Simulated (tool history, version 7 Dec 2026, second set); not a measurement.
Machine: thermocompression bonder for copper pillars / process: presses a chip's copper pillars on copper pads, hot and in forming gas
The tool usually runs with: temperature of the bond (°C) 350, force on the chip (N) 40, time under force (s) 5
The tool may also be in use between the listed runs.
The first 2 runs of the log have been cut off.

run	hour	temperature of the bond (°C)	force on the chip (N)	time under force (s)	force that shears a chip off (N)
3	87.2	350	28	5	38.4
4	157.5	350	28	5	37.4
5	213.5	350	28	5	37.1
# hour 242.8: forming gas filter changed
6	286.2	350	28	5	38.4
7	325.7	350	28	5	37.9
8	399.1	350	28	5	37.5
9	432.7	350	28	5	37.1
# hour 462.2: forming gas filter changed
10	492.0	350	40	5	52.9
11	539.1	350	40	5	52.3
12	607.9	350	40	5	51.5
13	640.3	350	40	5	51.3
14	672.4	350	40	5	50.1
# hour 676.2: forming gas filter changed
15	731.4	350	40	5	52.2
16	766.5	350	40	5	52.4
17	810.4	350	40	5	51.7
18	852.4	350	40	5	51.5
# hour 892.0: forming gas filter changed
19	913.4	350	29	5	39.6
20	986.4	350	29	5	38.8
21	1048.5	350	29	5	38.6
# hour 1106.4: forming gas filter changed
22	1112.7	344	42	5	51.8

What will run 23 give?
23	1165.9	344	42	5	?

force that shears a chip off (N): 51.7
On a tool with no hidden condition, and with the same random variation, this run would have come out at force that shears a chip off (N) 53.6.

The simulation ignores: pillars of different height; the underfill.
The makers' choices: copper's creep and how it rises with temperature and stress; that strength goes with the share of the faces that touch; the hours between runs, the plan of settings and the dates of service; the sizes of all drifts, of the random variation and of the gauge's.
